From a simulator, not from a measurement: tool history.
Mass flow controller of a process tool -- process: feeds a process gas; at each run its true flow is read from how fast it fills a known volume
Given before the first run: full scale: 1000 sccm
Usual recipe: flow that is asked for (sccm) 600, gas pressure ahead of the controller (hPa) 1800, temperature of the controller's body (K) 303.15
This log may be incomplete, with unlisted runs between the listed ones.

| run | day | flow that is asked for (sccm) | gas pressure ahead of the controller (hPa) | temperature of the controller's body (K) | true flow (%) |
|---|---|---|---|---|---|
| 1 | 0 | 600 | 1800 | 303.15 | 99.54 |
| 2 | 2.833 | 600 | 1800 | 303.15 | 99.77 |
| 3 | 4.508 | 600 | 1800 | 303.15 | 99.64 |
| 4 | 6.442 | 362 | 1800 | 303.15 | 99.53 |
| 5 | 9.371 | 362 | 1800 | 303.15 | 99.66 |
| 6 | 11.3 | 362 | 1800 | 303.15 | 99.67 |
| 7 | 13.867 | 362 | 1800 | 303.15 | 99.79 |
| 8 | 15.646 | 600 | 1800 | 303.15 | 100.07 |
| 9 | 19.367 | 600 | 1720 | 303.15 | 100.26 |
| 10 | 21.246 | 600 | 1720 | 303.15 | 100.26 |
| 11 | 23.417 | 600 | 2040 | 303.15 | 100.11 |
| 12 | 26.825 | 600 | 2040 | 303.15 | 100.33 |
| 13 | 30.338 | 600 | 2040 | 303.15 | 100.32 |
| 14 | 33.138 | 600 | 2040 | 303.15 | 100.44 |
| 15 | 36.9 | 790 | 2040 | 304.15 | 100.72 |
| 16 | 39.704 | 149 | 1600 | 312.15 | 100.3 |
| 17 | 42.304 | 149 | 1600 | 312.15 | 100.32 |
| 18 | 44.5 | 149 | 1600 | 312.15 | 100.47 |
| 19 | 46.821 | 149 | 1600 | 312.15 | 100.59 |
| 20 | 49.775 | 149 | 1600 | 312.15 | 100.64 |
| 21 | 52.562 | 149 | 1600 | 297.15 | 100.91 |

For each run, the measured value with the value that run would have given without the tool's hidden condition subtracted. The run-to-run variation is shared by both, the gauge scatter possibly not:
The tool's hidden condition here consists of: flow at rest that the sensor doesn't see, % of full scale; true flow over the shown one, %; drift of the gauge itself on true_pct, %.
| run | true flow (%) |
|---|---|
| 1 | +0 |
| 2 | +0.09 |
| 3 | +0.13 |
| 4 | +0.19 |
| 5 | +0.28 |
| 6 | +0.34 |
| 7 | +0.42 |
| 8 | +0.47 |
| 9 | +0.59 |
| 10 | +0.65 |
| 11 | +0.71 |
| 12 | +0.82 |
| 13 | +0.93 |
| 14 | +1.01 |
| 15 | +1.13 |
| 16 | +1.2 |
| 17 | +1.28 |
| 18 | +1.35 |
| 19 | +1.42 |
| 20 | +1.5 |
| 21 | +1.6 |
